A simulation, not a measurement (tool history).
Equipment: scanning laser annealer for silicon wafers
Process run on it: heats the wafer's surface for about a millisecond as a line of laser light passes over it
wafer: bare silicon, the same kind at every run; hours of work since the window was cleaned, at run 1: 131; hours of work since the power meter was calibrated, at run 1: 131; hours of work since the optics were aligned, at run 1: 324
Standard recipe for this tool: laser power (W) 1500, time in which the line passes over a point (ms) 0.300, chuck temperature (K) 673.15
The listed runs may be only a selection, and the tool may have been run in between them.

run   hour  laser power (W)  time in which the line passes over a point (ms)  chuck temperature (K)  hours of work since the window was cleaned  hours of work since the power meter was calibrated  hours of work since the optics were aligned  highest temperature of the surface (K)
  1    0.0             1500                                            0.300                 673.15                                         131                                                 131                                          324                                 1399.15
  2   57.6             1500                                            0.300                 673.15                                         169                                                 169                                          362                                 1397.15
  3  125.9             1500                                            0.300                 643.15                                         214                                                 214                                          407                                 1362.15
  4  177.8             1500                                            0.300                 643.15                                         249                                                 249                                          442                                 1363.15
  5  211.5             1500                                            0.213                 673.15                                         271                                                 271                                          464                                 1264.15
  6  243.8             1500                                            0.300                 664.15                                         292                                                 292                                          485                                 1381.15
  7  287.2             1500                                            0.332                 673.15                                         321                                                 321                                          514                                 1428.15
     297.9  -- optics aligned, line set to its width
  8  338.7             1500                                            0.332                 673.15                                         352                                                 352                                           27                                 1424.15
  9  380.5             1454                                            0.237                 673.15                                         379                                                 379                                           55                                 1265.15
 10  425.3             1517                                            0.330                 643.15                                         409                                                 409                                           84                                 1398.15
 11  477.9             1331                                            0.219                 633.15                                         444                                                 444                                          119                                 1141.15
 12  547.2             1331                                            0.219                 633.15                                         489                                                 489                                          165                                 1139.15
     556.6  -- optics aligned, line set to its width, once more
 13  617.1             1331                                            0.219                 633.15                                         532                                                 532                                           40                                 1143.15
 14  652.6             1331                                            0.219                 633.15                                         556                                                 556                                           63                                 1137.15
 15  709.9             1441                                            0.219                 633.15                                         593                                                 593                                          101                                 1193.15
 16  758.6             1326                                            0.219                 641.15                                         626                                                 626                                          133                                 1145.15

How would selected steps in highest temperature of the surface (K) from run to run divide? Give the signed amount a tool lacking its hidden state would still show from settings, what came in and random variation, and the signed amount left for the hidden state, including any gauge scatter that is not in both of the compared results.
Hidden state at play: light that passes the window, % of a clean one's; laser's true power over the reading, %; width of the line over the set one, %; drift of the gauge itself on peak_c, C.
Run 10 -> 11: laser power (W) 1517 -> 1331, time in which the line passes over a point (ms) 0.330 -> 0.219, chuck temperature (K) 643.15 -> 633.15. highest temperature of the surface (K) -257.00: hidden state +11.00, all else -268.00.
